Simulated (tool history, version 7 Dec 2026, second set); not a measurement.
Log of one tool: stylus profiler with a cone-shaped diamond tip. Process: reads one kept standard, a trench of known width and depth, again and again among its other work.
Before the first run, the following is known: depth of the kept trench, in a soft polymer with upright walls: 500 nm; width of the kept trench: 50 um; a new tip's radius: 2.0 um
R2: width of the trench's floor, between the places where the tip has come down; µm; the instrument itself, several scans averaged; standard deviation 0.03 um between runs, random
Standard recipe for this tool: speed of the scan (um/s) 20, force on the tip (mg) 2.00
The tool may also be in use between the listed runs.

{"run": 1, "hour": 0.0, "speed of the scan (um/s)": 20, "force on the tip (mg)": 2.0, "depth of the trench (Å)": 5053.3, "R2": 47.02}
{"run": 2, "hour": 17.7, "speed of the scan (um/s)": 20, "force on the tip (mg)": 2.0, "depth of the trench (Å)": 5054.2, "R2": 46.89}
{"run": 3, "hour": 29.7, "speed of the scan (um/s)": 14, "force on the tip (mg)": 2.0, "depth of the trench (Å)": 5052.7, "R2": 46.96}
{"run": 4, "hour": 42.1, "speed of the scan (um/s)": 20, "force on the tip (mg)": 2.0, "depth of the trench (Å)": 5054.4, "R2": 46.86}
{"run": 5, "hour": 57.2, "speed of the scan (um/s)": 20, "force on the tip (mg)": 1.62, "depth of the trench (Å)": 5047.3, "R2": 46.91}
{"run": 6, "hour": 68.3, "speed of the scan (um/s)": 20, "force on the tip (mg)": 1.62, "depth of the trench (Å)": 5046.9, "R2": 46.9}
{"run": 7, "hour": 83.3, "speed of the scan (um/s)": 20, "force on the tip (mg)": 2.0, "depth of the trench (Å)": 5054.7, "R2": 46.95}
{"run": 8, "hour": 91.7, "speed of the scan (um/s)": 20, "force on the tip (mg)": 2.0, "depth of the trench (Å)": 5052.6, "R2": 46.92}
{"run": 9, "hour": 105.4, "speed of the scan (um/s)": 20, "force on the tip (mg)": 2.0, "depth of the trench (Å)": 5055.5, "R2": 46.84}
{"run": 10, "hour": 118.8, "speed of the scan (um/s)": 54, "force on the tip (mg)": 2.0, "depth of the trench (Å)": 5056.0, "R2": 46.76}
{"run": 11, "hour": 134.7, "speed of the scan (um/s)": 13, "force on the tip (mg)": 0.96, "depth of the trench (Å)": 5033.1, "R2": 46.89}
{"run": 12, "hour": 142.7, "speed of the scan (um/s)": 5, "force on the tip (mg)": 0.69, "depth of the trench (Å)": 5031.7, "R2": 46.93}
{"run": 13, "hour": 154.0, "speed of the scan (um/s)": 5, "force on the tip (mg)": 0.69, "depth of the trench (Å)": 5032.6, "R2": 46.87}
{"run": 14, "hour": 170.2, "speed of the scan (um/s)": 5, "force on the tip (mg)": 0.69, "depth of the trench (Å)": 5030.8, "R2": 46.87}
{"run": 15, "hour": 179.9, "speed of the scan (um/s)": 18, "force on the tip (mg)": 2.0, "depth of the trench (Å)": 5055.4, "R2": 46.87}
{"run": 16, "hour": 195.6, "speed of the scan (um/s)": 6, "force on the tip (mg)": 0.75, "depth of the trench (Å)": 5033.7, "R2": 46.88}

Each row is a separate what-if for the run after 16, all from the same tool condition, not one after another. Results?
{"run": "A", "hour": 204.7, "speed of the scan (um/s)": 11, "force on the tip (mg)": 2.72, "depth of the trench (Å)": "?", "R2": "?"}
{"run": "B", "hour": 204.7, "speed of the scan (um/s)": 6, "force on the tip (mg)": 2.22, "depth of the trench (Å)": "?", "R2": "?"}
{"run": "C", "hour": 204.7, "speed of the scan (um/s)": 24, "force on the tip (mg)": 0.89, "depth of the trench (Å)": "?", "R2": "?"}

run=A depth_of_the_trench_(Å)=5065.7 R2=46.82
run=B depth_of_the_trench_(Å)=5060.0 R2=46.89
run=C depth_of_the_trench_(Å)=5037.0 R2=46.83
What these runs would have given with no unlogged condition in the tool:
run=A depth_of_the_trench_(Å)=5056.5 R2=47.28
run=B depth_of_the_trench_(Å)=5050.8 R2=47.35
run=C depth_of_the_trench_(Å)=5027.9 R2=47.30
